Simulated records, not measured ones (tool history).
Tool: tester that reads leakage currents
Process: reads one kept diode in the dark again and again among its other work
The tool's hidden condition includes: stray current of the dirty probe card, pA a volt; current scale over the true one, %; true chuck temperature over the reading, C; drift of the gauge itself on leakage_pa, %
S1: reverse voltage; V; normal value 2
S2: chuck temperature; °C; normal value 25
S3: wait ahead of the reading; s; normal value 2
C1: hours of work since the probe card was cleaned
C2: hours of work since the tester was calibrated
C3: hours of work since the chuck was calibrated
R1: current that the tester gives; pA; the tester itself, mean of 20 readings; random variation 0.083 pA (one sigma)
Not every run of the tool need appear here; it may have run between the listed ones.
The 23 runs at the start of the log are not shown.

| run | hour | S1 | S2 | S3 | C1 | C2 | C3 | R1 |
|---|---|---|---|---|---|---|---|---|
| 24 | 578.6 | 14.41 | 29 | 2 | 2092 | 402 | 118 | 79.7 |
| 25 | 610.3 | 14.41 | 29 | 2 | 2111 | 421 | 137 | 79.41 |
| 26 | 642.7 | 9.96 | 49 | 0.69 | 2131 | 440 | 156 | 276.84 |
| 27 | 674 | 9.96 | 49 | 0.69 | 2149 | 459 | 175 | 275.25 |
| 28 | 699.4 | 17.59 | 49 | 0.36 | 2165 | 474 | 191 | 370.24 |
| 29 | 717.2 | 2.49 | 51 | 1 | 2176 | 485 | 201 | 157.37 |
| 30 | 736.6 | 2.49 | 51 | 1 | 2187 | 497 | 213 | 158.12 |
| 31 | 767.7 | 1.99 | 56 | 2 | 2206 | 516 | 232 | 196.59 |
| 32 | 797 | 11.09 | 59 | 2 | 2224 | 533 | 249 | 552.25 |
| 33 | 816.8 | 2.65 | 28 | 2 | 2236 | 545 | 261 | 31.94 |
| 34 | 843.7 | 2.65 | 28 | 2 | 2252 | 562 | 278 | 31.97 |
| 35 | 874 | 4.99 | 40 | 2 | 2270 | 580 | 296 | 104.65 |
| 36 | 898.9 | 4.99 | 40 | 2 | 2285 | 595 | 311 | 104.1 |
| 37 | 914.5 | 2.37 | 40 | 0.77 | 2295 | 604 | 320 | 72.89 |
| 38 | 939.9 | 2.37 | 40 | 0.77 | 2310 | 620 | 336 | 73.28 |
| 39 | 959.8 | 2.37 | 40 | 0.77 | 2322 | 632 | 348 | 73.05 |

Here are 3 independent what-if runs from the current tool condition. What would each one return?
| A | 980.2 | 2.71 | 24 | 3.08 | 2334 | 644 | 360 | ? |
| B | 980.2 | 12.06 | 55 | 0.36 | 2334 | 644 | 360 | ? |
| C | 980.2 | 4.43 | 25 | 0.48 | 2334 | 644 | 360 | ? |

| run | R1 |
|---|---|
| A | 23.48 |
| B | 451.98 |
| C | 34.21 |
Stripped of hidden state, with their random variation kept, the same runs would have yielded:
| run | R1 |
|---|---|
| A | 23.46 |
| B | 451.94 |
| C | 34.18 |
